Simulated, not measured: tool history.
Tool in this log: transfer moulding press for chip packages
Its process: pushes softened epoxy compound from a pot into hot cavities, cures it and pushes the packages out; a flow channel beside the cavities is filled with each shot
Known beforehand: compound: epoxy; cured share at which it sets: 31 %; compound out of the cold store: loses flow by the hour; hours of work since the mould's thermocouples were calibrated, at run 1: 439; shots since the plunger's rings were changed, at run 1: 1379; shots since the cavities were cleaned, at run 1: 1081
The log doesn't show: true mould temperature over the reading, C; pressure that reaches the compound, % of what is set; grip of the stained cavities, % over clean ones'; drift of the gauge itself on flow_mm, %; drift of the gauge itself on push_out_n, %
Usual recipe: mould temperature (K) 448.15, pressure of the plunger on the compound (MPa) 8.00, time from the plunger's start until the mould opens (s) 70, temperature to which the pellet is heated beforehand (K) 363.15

run,hour,mould temperature (K),pressure of the plunger on the compound (MPa),time from the plunger's start until the mould opens (s),temperature to which the pellet is heated beforehand (K),hours of work since the mould's thermocouples were calibrated,shots since the plunger's rings were changed,shots since the cavities were cleaned,incoming compound's hours out of the cold store,length that the compound runs in the flow channel (mm),greatest force on the pins that push the packages out (N)
1,0.0,448.15,8.00,70,363.15,439,1379,1081,26.1,765,429
# hour 9.1: cavities cleaned with cleaning compound and waxed
2,29.2,448.15,8.00,70,363.15,457,1863,351,17.1,799,455
# hour 81.5: cavities cleaned with cleaning compound and waxed
3,84.2,448.15,8.00,73,363.15,491,2800,49,33.8,710,252
4,143.4,448.15,8.00,70,363.15,530,3834,1083,13.1,813,430
# hour 152.4: cavities cleaned with cleaning compound and waxed
# hour 161.7: plunger's sealing rings changed
# hour 167.8: cavities cleaned with cleaning compound and waxed, once more
# hour 169.8: mould's thermocouples calibrated
5,210.5,448.15,8.00,70,363.15,26,793,712,43.5,671,435
# hour 240.5: cavities cleaned with cleaning compound and waxed
6,259.9,442.15,8.00,70,363.15,58,1630,339,32.8,728,475
7,304.6,442.15,8.00,70,363.15,87,2412,1121,18.4,809,584
# hour 313.5: cavities cleaned with cleaning compound and waxed
8,341.0,442.15,8.00,70,363.15,109,3022,481,39.9,683,508
9,368.7,442.15,8.00,70,363.15,127,3507,966,39.5,684,544
# hour 385.8: cavities cleaned with cleaning compound and waxed
# hour 404.8: plunger's sealing rings changed
10,404.8,448.15,6.13,70,363.15,148,0,289,36.4,630,363
11,447.8,448.15,6.13,70,363.15,176,753,1042,40.4,603,435
# hour 459.1: cavities cleaned with cleaning compound and waxed
12,500.3,448.15,6.49,70,372.15,209,1644,720,25.2,691,430
# hour 529.3: cavities cleaned with cleaning compound and waxed
13,539.3,450.15,6.49,70,372.15,233,2301,176,36.4,624,305
14,597.3,450.15,6.49,70,369.15,271,3315,1190,18.0,712,417
# hour 602.8: cavities cleaned with cleaning compound and waxed
# hour 645.4: plunger's sealing rings changed
15,661.3,450.15,6.49,70,369.15,310,278,980,40.8,620,401
# hour 675.5: cavities cleaned with cleaning compound and waxed
16,716.8,448.15,8.00,104,362.15,345,1223,722,36.1,711,349
# hour 747.7: cavities cleaned with cleaning compound and waxed
17,773.3,448.15,8.00,104,362.15,381,2185,449,18.5,791,346
# hour 820.4: cavities cleaned with cleaning compound and waxed
18,828.3,454.15,8.00,70,372.15,416,3121,139,44.7,654,274
# hour 887.6: plunger's sealing rings changed
19,887.6,449.15,8.50,108,365.15,452,0,1131,35.5,745,394

What if the next run were any one of these 3? Each begins from the tool's condition after run 19:
# hour 894.7: cavities cleaned with cleaning compound and waxed
A,943.8,449.15,6.22,87,360.15,488,957,858,43.5,?,?
# hour 894.7: cavities cleaned with cleaning compound and waxed
B,943.8,440.15,7.44,108,367.15,488,957,858,28.7,?,?
# hour 894.7: cavities cleaned with cleaning compound and waxed
C,943.8,448.15,6.34,70,358.15,488,957,858,16.0,?,?

run,length that the compound runs in the flow channel (mm),greatest force on the pins that push the packages out (N)
A,595,394
B,729,404
C,721,440
With the hidden condition removed and each run's random variation left untouched, the same runs would have given:
run,length that the compound runs in the flow channel (mm),greatest force on the pins that push the packages out (N)
A,602,217
B,737,223
C,729,250

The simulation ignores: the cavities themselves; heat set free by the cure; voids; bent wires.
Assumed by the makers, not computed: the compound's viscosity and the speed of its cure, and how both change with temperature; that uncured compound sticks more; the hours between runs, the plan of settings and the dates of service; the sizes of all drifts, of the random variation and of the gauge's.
